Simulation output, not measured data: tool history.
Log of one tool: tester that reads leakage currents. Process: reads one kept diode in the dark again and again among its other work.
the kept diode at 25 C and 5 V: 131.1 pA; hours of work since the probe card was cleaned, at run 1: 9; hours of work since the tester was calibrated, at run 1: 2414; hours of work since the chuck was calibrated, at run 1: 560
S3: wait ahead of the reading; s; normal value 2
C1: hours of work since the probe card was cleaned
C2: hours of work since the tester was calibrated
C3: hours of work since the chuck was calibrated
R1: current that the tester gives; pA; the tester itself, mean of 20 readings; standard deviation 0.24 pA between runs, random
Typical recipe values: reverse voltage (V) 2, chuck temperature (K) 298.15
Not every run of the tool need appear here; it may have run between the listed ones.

run 1 hour=0 | reverse_voltage_(V)=2 chuck_temperature_(K)=298.15 S3=2 | C1=9 C2=2414 C3=560 | R1=70.04
run 2 hour=80 | reverse_voltage_(V)=2 chuck_temperature_(K)=298.15 S3=2 | C1=47 C2=2452 C3=598 | R1=69.86
run 3 hour=159.9 | reverse_voltage_(V)=2 chuck_temperature_(K)=298.15 S3=2 | C1=85 C2=2490 C3=636 | R1=69.29
run 4 hour=269.2 | reverse_voltage_(V)=2 chuck_temperature_(K)=304.15 S3=2 | C1=137 C2=2541 C3=687 | R1=117.99
run 5 hour=348 | reverse_voltage_(V)=2 chuck_temperature_(K)=304.15 S3=0.37 | C1=174 C2=2579 C3=725 | R1=116.74
run 6 hour=440.2 | reverse_voltage_(V)=2 chuck_temperature_(K)=304.15 S3=0.37 | C1=218 C2=2623 C3=769 | R1=115.88
run 7 hour=552.9 | reverse_voltage_(V)=2 chuck_temperature_(K)=304.15 S3=0.37 | C1=272 C2=2676 C3=822 | R1=116.35
run 8 hour=646.8 | reverse_voltage_(V)=2 chuck_temperature_(K)=298.15 S3=2 | C1=316 C2=2721 C3=867 | R1=67.9
-- hour=700.6 chuck's temperature calibrated
run 9 hour=713 | reverse_voltage_(V)=2 chuck_temperature_(K)=298.15 S3=2 | C1=347 C2=2751 C3=6 | R1=77.42
-- hour=721.6 tester calibrated
run 10 hour=787.4 | reverse_voltage_(V)=2 chuck_temperature_(K)=298.15 S3=6.74 | C1=381 C2=31 C3=40 | R1=77.01
run 11 hour=867 | reverse_voltage_(V)=2 chuck_temperature_(K)=298.15 S3=6.74 | C1=419 C2=69 C3=78 | R1=76.96
run 12 hour=936.5 | reverse_voltage_(V)=1.47 chuck_temperature_(K)=298.15 S3=2 | C1=452 C2=102 C3=111 | R1=63.47
run 13 hour=1033.9 | reverse_voltage_(V)=1.47 chuck_temperature_(K)=298.15 S3=2 | C1=498 C2=148 C3=157 | R1=63.04
run 14 hour=1094.5 | reverse_voltage_(V)=4.53 chuck_temperature_(K)=322.15 S3=7.84 | C1=527 C2=177 C3=186 | R1=891.51
-- hour=1104.1 tester calibrated, once more
run 15 hour=1210.4 | reverse_voltage_(V)=1 chuck_temperature_(K)=298.15 S3=2.5 | C1=581 C2=50 C3=240 | R1=50.09
run 16 hour=1324.1 | reverse_voltage_(V)=4.7 chuck_temperature_(K)=295.15 S3=3.01 | C1=635 C2=104 C3=294 | R1=95.87
run 17 hour=1394 | reverse_voltage_(V)=12.84 chuck_temperature_(K)=322.15 S3=3.98 | C1=668 C2=137 C3=327 | R1=1615.86
run 18 hour=1473.4 | reverse_voltage_(V)=2 chuck_temperature_(K)=299.15 S3=2 | C1=705 C2=175 C3=365 | R1=80.8
run 19 hour=1527 | reverse_voltage_(V)=2.83 chuck_temperature_(K)=298.15 S3=2.69 | C1=731 C2=201 C3=390 | R1=91.07
run 20 hour=1607.4 | reverse_voltage_(V)=2.83 chuck_temperature_(K)=298.15 S3=2.69 | C1=769 C2=239 C3=428 | R1=90.41
run 21 hour=1712.7 | reverse_voltage_(V)=2.83 chuck_temperature_(K)=298.15 S3=2.69 | C1=819 C2=289 C3=478 | R1=90.57
run 22 hour=1774.7 | reverse_voltage_(V)=2 chuck_temperature_(K)=306.15 S3=1.9 | C1=848 C2=318 C3=508 | R1=146.63
run 23 hour=1841.3 | reverse_voltage_(V)=1.1 chuck_temperature_(K)=313.15 S3=1.94 | C1=880 C2=350 C3=539 | R1=181.65
run 24 hour=1917.6 | reverse_voltage_(V)=10.52 chuck_temperature_(K)=297.15 S3=2 | C1=916 C2=386 C3=575 | R1=180.73
run 25 hour=1988.5 | reverse_voltage_(V)=10.52 chuck_temperature_(K)=297.15 S3=2 | C1=950 C2=419 C3=609 | R1=180.06
run 26 hour=2100.1 | reverse_voltage_(V)=10.52 chuck_temperature_(K)=320.15 S3=5.9 | C1=1003 C2=472 C3=662 | R1=1188.19

Below are 4 alternative next runs, each starting from the tool's condition after run 26. Predict each:
run A hour=2226.1 | reverse_voltage_(V)=16.1 chuck_temperature_(K)=329.15 S3=0.37 | C1=1062 C2=532 C3=722 | R1=?
run B hour=2226.1 | reverse_voltage_(V)=5.09 chuck_temperature_(K)=320.15 S3=0.65 | C1=1062 C2=532 C3=722 | R1=?
run C hour=2226.1 | reverse_voltage_(V)=1.17 chuck_temperature_(K)=309.15 S3=5.9 | C1=1062 C2=532 C3=722 | R1=?
run D hour=2226.1 | reverse_voltage_(V)=7.48 chuck_temperature_(K)=298.15 S3=2 | C1=1062 C2=532 C3=722 | R1=?

run=A R1=2992.75
run=B R1=768.74
run=C R1=133.03
run=D R1=157.59
Without the tool's hidden state the same runs would have given:
run=A R1=3231.7
run=B R1=832.91
run=C R1=144.71
run=D R1=165.94

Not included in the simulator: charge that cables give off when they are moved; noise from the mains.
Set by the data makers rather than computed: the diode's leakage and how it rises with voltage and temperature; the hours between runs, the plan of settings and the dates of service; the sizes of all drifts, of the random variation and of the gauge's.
